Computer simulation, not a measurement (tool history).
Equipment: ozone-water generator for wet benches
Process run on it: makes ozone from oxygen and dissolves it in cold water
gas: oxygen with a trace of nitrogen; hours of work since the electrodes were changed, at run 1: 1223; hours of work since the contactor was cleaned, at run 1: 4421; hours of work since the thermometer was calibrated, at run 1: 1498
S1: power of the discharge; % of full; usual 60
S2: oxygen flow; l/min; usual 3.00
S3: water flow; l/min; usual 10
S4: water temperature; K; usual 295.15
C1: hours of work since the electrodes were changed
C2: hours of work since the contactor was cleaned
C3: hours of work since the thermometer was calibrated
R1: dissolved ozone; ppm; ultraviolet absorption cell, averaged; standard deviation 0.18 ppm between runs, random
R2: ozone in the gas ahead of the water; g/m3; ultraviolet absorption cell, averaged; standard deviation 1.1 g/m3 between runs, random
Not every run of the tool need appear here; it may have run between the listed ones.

{"run": 1, "hour": 0.0, "S1": 60, "S2": 3.0, "S3": 10, "S4": 295.15, "C1": 1223, "C2": 4421, "C3": 1498, "R1": 24.1, "R2": 196.7}
{"run": 2, "hour": 184.8, "S1": 60, "S2": 3.0, "S3": 10, "S4": 295.15, "C1": 1338, "C2": 4536, "C3": 1613, "R1": 24.6, "R2": 196.2}
{"run": 3, "hour": 291.1, "S1": 60, "S2": 3.0, "S3": 10, "S4": 295.15, "C1": 1404, "C2": 4602, "C3": 1679, "R1": 24.5, "R2": 196.9}
{"run": 4, "hour": 445.0, "S1": 60, "S2": 3.0, "S3": 7, "S4": 295.15, "C1": 1500, "C2": 4698, "C3": 1775, "R1": 29.4, "R2": 198.9}
{"run": 5, "hour": 541.1, "S1": 60, "S2": 3.0, "S3": 7, "S4": 295.15, "C1": 1560, "C2": 4757, "C3": 1835, "R1": 29.8, "R2": 194.9}
{"run": 6, "hour": 665.6, "S1": 60, "S2": 3.0, "S3": 7, "S4": 295.15, "C1": 1637, "C2": 4835, "C3": 1912, "R1": 29.7, "R2": 198.9}
{"run": 7, "hour": 758.2, "S1": 60, "S2": 3.0, "S3": 7, "S4": 295.15, "C1": 1695, "C2": 4892, "C3": 1970, "R1": 29.9, "R2": 196.3}
{"run": 8, "hour": 836.5, "S1": 60, "S2": 3.0, "S3": 10, "S4": 295.15, "C1": 1743, "C2": 4941, "C3": 2018, "R1": 24.6, "R2": 198.2}
{"run": 9, "hour": 949.9, "S1": 60, "S2": 3.0, "S3": 10, "S4": 295.15, "C1": 1814, "C2": 5012, "C3": 2089, "R1": 24.5, "R2": 196.6}
{"run": 10, "hour": 1044.3, "S1": 60, "S2": 3.0, "S3": 10, "S4": 295.15, "C1": 1873, "C2": 5070, "C3": 2147, "R1": 24.2, "R2": 197.4}
{"run": 11, "hour": 1134.9, "S1": 60, "S2": 3.0, "S3": 10, "S4": 295.15, "C1": 1929, "C2": 5127, "C3": 2204, "R1": 24.6, "R2": 195.2}
{"run": 12, "hour": 1314.6, "S1": 60, "S2": 3.0, "S3": 10, "S4": 295.15, "C1": 2041, "C2": 5238, "C3": 2316, "R1": 24.4, "R2": 197.2}
{"run": 13, "hour": 1455.9, "S1": 60, "S2": 3.0, "S3": 10, "S4": 293.15, "C1": 2129, "C2": 5326, "C3": 2403, "R1": 25.2, "R2": 197.4}
{"run": 14, "hour": 1552.0, "S1": 60, "S2": 3.0, "S3": 8, "S4": 293.15, "C1": 2188, "C2": 5386, "C3": 2463, "R1": 28.9, "R2": 198.1}
{"run": 15, "hour": 1664.4, "S1": 60, "S2": 3.0, "S3": 8, "S4": 293.15, "C1": 2258, "C2": 5456, "C3": 2533, "R1": 28.8, "R2": 197.1}
{"run": 16, "hour": 1806.8, "S1": 60, "S2": 3.0, "S3": 8, "S4": 293.15, "C1": 2347, "C2": 5544, "C3": 2622, "R1": 28.9, "R2": 197.0}
{"run": 17, "hour": 1974.4, "S1": 55, "S2": 1.82, "S3": 7, "S4": 295.15, "C1": 2451, "C2": 5649, "C3": 2726, "R1": 26.4, "R2": 218.2}
{"run": 18, "hour": 2149.9, "S1": 55, "S2": 1.82, "S3": 7, "S4": 295.15, "C1": 2560, "C2": 5758, "C3": 2835, "R1": 26.2, "R2": 217.0}
{"run": 19, "hour": 2242.2, "S1": 53, "S2": 5.34, "S3": 10, "S4": 298.15, "C1": 2617, "C2": 5815, "C3": 2892, "R1": 21.9, "R2": 149.2}
{"run": 20, "hour": 2358.2, "S1": 53, "S2": 5.34, "S3": 10, "S4": 295.15, "C1": 2690, "C2": 5887, "C3": 2964, "R1": 23.6, "R2": 148.5}
{"run": 21, "hour": 2456.4, "S1": 58, "S2": 2.21, "S3": 9, "S4": 293.15, "C1": 2751, "C2": 5948, "C3": 3025, "R1": 24.7, "R2": 213.8}
{"run": 22, "hour": 2630.5, "S1": 94, "S2": 1.59, "S3": 14, "S4": 289.15, "C1": 2859, "C2": 6056, "C3": 3134, "R1": 23.1, "R2": 327.7}
{"run": 23, "hour": 2805.0, "S1": 60, "S2": 3.0, "S3": 12, "S4": 293.15, "C1": 2967, "C2": 6165, "C3": 3242, "R1": 22.6, "R2": 196.9}
{"run": 24, "hour": 2990.6, "S1": 42, "S2": 1.69, "S3": 12, "S4": 295.15, "C1": 3083, "C2": 6280, "C3": 3358, "R1": 14.5, "R2": 186.5}
{"run": 25, "hour": 3176.6, "S1": 42, "S2": 1.69, "S3": 12, "S4": 295.15, "C1": 3198, "C2": 6396, "C3": 3473, "R1": 14.7, "R2": 188.3}
{"run": 26, "hour": 3342.5, "S1": 44, "S2": 3.0, "S3": 8, "S4": 295.15, "C1": 3302, "C2": 6499, "C3": 3576, "R1": 22.1, "R2": 160.7}
{"run": 27, "hour": 3512.7, "S1": 44, "S2": 3.0, "S3": 8, "S4": 295.15, "C1": 3407, "C2": 6605, "C3": 3682, "R1": 22.5, "R2": 161.0}
{"run": 28, "hour": 3680.9, "S1": 44, "S2": 3.0, "S3": 8, "S4": 291.15, "C1": 3512, "C2": 6710, "C3": 3787, "R1": 24.4, "R2": 158.3}
{"run": 29, "hour": 3864.8, "S1": 44, "S2": 3.0, "S3": 8, "S4": 291.15, "C1": 3626, "C2": 6824, "C3": 3901, "R1": 24.0, "R2": 158.8}
{"run": 30, "hour": 3991.6, "S1": 44, "S2": 3.0, "S3": 8, "S4": 291.15, "C1": 3705, "C2": 6903, "C3": 3980, "R1": 24.2, "R2": 160.9}
{"run": 31, "hour": 4164.1, "S1": 69, "S2": 2.79, "S3": 10, "S4": 302.15, "C1": 3812, "C2": 7010, "C3": 4087, "R1": 23.9, "R2": 221.0}
{"run": 32, "hour": 4343.5, "S1": 69, "S2": 2.79, "S3": 10, "S4": 302.15, "C1": 3924, "C2": 7121, "C3": 4199, "R1": 23.4, "R2": 222.4}

Consider 3 possible next runs. They are alternatives, not a sequence: every one starts from the tool as it was left by run 32. What does each give?
{"run": "A", "hour": 4424.4, "S1": 69, "S2": 2.79, "S3": 10, "S4": 299.15, "C1": 3974, "C2": 7172, "C3": 4249, "R1": "?", "R2": "?"}
{"run": "B", "hour": 4424.4, "S1": 60, "S2": 3.19, "S3": 7, "S4": 302.15, "C1": 3974, "C2": 7172, "C3": 4249, "R1": "?", "R2": "?"}
{"run": "C", "hour": 4424.4, "S1": 60, "S2": 3.0, "S3": 7, "S4": 295.15, "C1": 3974, "C2": 7172, "C3": 4249, "R1": "?", "R2": "?"}

run=A R1=24.9 R2=221.3
run=B R1=25.7 R2=191.8
run=C R1=29.6 R2=197.7
With no hidden state in the tool, these same runs would have given:
run=A R1=25.0 R2=221.7
run=B R1=25.7 R2=192.0
run=C R1=29.7 R2=198.0

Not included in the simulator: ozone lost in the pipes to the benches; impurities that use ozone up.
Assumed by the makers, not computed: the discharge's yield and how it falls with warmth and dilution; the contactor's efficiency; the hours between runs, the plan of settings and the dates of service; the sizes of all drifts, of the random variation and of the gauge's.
